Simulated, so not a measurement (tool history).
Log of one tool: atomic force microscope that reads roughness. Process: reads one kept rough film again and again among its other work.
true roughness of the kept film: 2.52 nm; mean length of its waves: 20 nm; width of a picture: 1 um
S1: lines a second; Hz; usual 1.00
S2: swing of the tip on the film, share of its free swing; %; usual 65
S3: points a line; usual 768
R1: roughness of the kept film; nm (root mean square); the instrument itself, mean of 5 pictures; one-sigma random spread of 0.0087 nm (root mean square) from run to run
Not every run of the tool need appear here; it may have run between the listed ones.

| run | hour | S1 | S2 | S3 | R1 |
|---|---|---|---|---|---|
| 1 | 0.0 | 1.00 | 65 | 768 | 1.696 |
| 2 | 37.3 | 1.00 | 65 | 534 | 1.526 |
| 3 | 83.8 | 1.00 | 65 | 534 | 1.396 |
| 4 | 134.0 | 1.00 | 65 | 768 | 1.255 |
| 5 | 182.8 | 1.00 | 65 | 768 | 1.139 |
|  | 189.8 | new tip fitted |
| 6 | 246.3 | 2.74 | 65 | 768 | 1.490 |
| 7 | 294.1 | 2.74 | 65 | 768 | 1.343 |
| 8 | 334.1 | 2.74 | 65 | 768 | 1.236 |
| 9 | 394.3 | 2.74 | 65 | 768 | 1.093 |
|  | 427.1 | new tip fitted |
| 10 | 442.7 | 1.00 | 65 | 935 | 1.849 |
| 11 | 489.7 | 1.00 | 65 | 935 | 1.628 |
| 12 | 522.6 | 1.00 | 65 | 614 | 1.513 |
| 13 | 591.7 | 1.00 | 65 | 614 | 1.298 |
| 14 | 644.0 | 1.00 | 65 | 614 | 1.164 |
|  | 662.9 | new tip fitted |
| 15 | 706.1 | 1.00 | 65 | 614 | 1.662 |
| 16 | 760.4 | 1.00 | 65 | 614 | 1.461 |
| 17 | 819.4 | 1.00 | 65 | 614 | 1.283 |
| 18 | 864.5 | 1.00 | 65 | 614 | 1.188 |
|  | 897.3 | new tip fitted |
| 19 | 922.2 | 1.00 | 65 | 614 | 1.754 |
| 20 | 971.0 | 1.00 | 65 | 768 | 1.530 |
| 21 | 1015.5 | 1.00 | 65 | 768 | 1.395 |
| 22 | 1049.2 | 1.00 | 65 | 768 | 1.304 |
| 23 | 1099.9 | 1.00 | 65 | 768 | 1.185 |
|  | 1130.9 | new tip fitted |
| 24 | 1137.3 | 1.00 | 65 | 768 | 1.860 |
| 25 | 1205.6 | 1.00 | 65 | 768 | 1.571 |
| 26 | 1247.3 | 1.00 | 65 | 768 | 1.406 |
| 27 | 1295.1 | 0.51 | 55 | 263 | 1.271 |
|  | 1299.3 | height scale calibrated on a step standard |
| 28 | 1356.3 | 3.07 | 83 | 814 | 0.861 |
|  | 1367.5 | new tip fitted |
| 29 | 1422.8 | 3.07 | 83 | 814 | 1.212 |
|  | 1430.3 | height scale calibrated on a step standard, once more |
| 30 | 1491.9 | 0.99 | 65 | 396 | 1.383 |
| 31 | 1539.9 | 0.99 | 65 | 396 | 1.256 |
| 32 | 1587.0 | 0.99 | 65 | 396 | 1.161 |
|  | 1602.1 | new tip fitted |
| 33 | 1656.6 | 0.99 | 65 | 396 | 1.640 |
| 34 | 1707.4 | 1.00 | 65 | 1012 | 1.482 |
| 35 | 1744.7 | 1.00 | 65 | 1012 | 1.359 |
| 36 | 1811.1 | 1.00 | 65 | 1012 | 1.187 |
|  | 1838.6 | new tip fitted |
| 37 | 1866.7 | 1.26 | 56 | 857 | 1.795 |
| 38 | 1923.9 | 1.26 | 56 | 857 | 1.552 |
| 39 | 1980.7 | 1.00 | 75 | 351 | 1.272 |
| 40 | 2028.2 | 1.00 | 75 | 351 | 1.176 |
|  | 2076.0 | new tip fitted |
| 41 | 2086.6 | 1.00 | 75 | 351 | 1.745 |
| 42 | 2142.0 | 0.90 | 58 | 768 | 1.647 |
| 43 | 2171.9 | 1.66 | 65 | 768 | 1.463 |
| 44 | 2236.9 | 0.88 | 87 | 329 | 1.186 |
| 45 | 2301.2 | 2.14 | 86 | 259 | 0.900 |
|  | 2310.5 | new tip fitted |
| 46 | 2338.8 | 2.23 | 76 | 848 | 1.516 |
| 47 | 2395.5 | 1.94 | 67 | 768 | 1.436 |
| 48 | 2436.7 | 2.14 | 83 | 697 | 1.126 |
| 49 | 2488.6 | 2.14 | 66 | 703 | 1.183 |
| 50 | 2540.0 | 1.00 | 65 | 344 | 1.124 |
|  | 2544.0 | new tip fitted |
| 51 | 2578.0 | 1.00 | 65 | 344 | 1.705 |

Predict each of these 5 candidate next runs independently; none follows another, all start after run 51:
| A | 2630.1 | 1.07 | 85 | 344 | ? |
| B | 2630.1 | 1.00 | 65 | 542 | ? |
| C | 2630.1 | 1.00 | 80 | 344 | ? |
| D | 2630.1 | 1.09 | 73 | 326 | ? |
| E | 2630.1 | 1.00 | 81 | 344 | ? |

| run | R1 |
|---|---|
| A | 1.366 |
| B | 1.523 |
| C | 1.410 |
| D | 1.454 |
| E | 1.419 |
With no hidden state in the tool, these same runs would have given:
| run | R1 |
|---|---|
| A | 1.720 |
| B | 1.915 |
| C | 1.775 |
| D | 1.828 |
| E | 1.784 |

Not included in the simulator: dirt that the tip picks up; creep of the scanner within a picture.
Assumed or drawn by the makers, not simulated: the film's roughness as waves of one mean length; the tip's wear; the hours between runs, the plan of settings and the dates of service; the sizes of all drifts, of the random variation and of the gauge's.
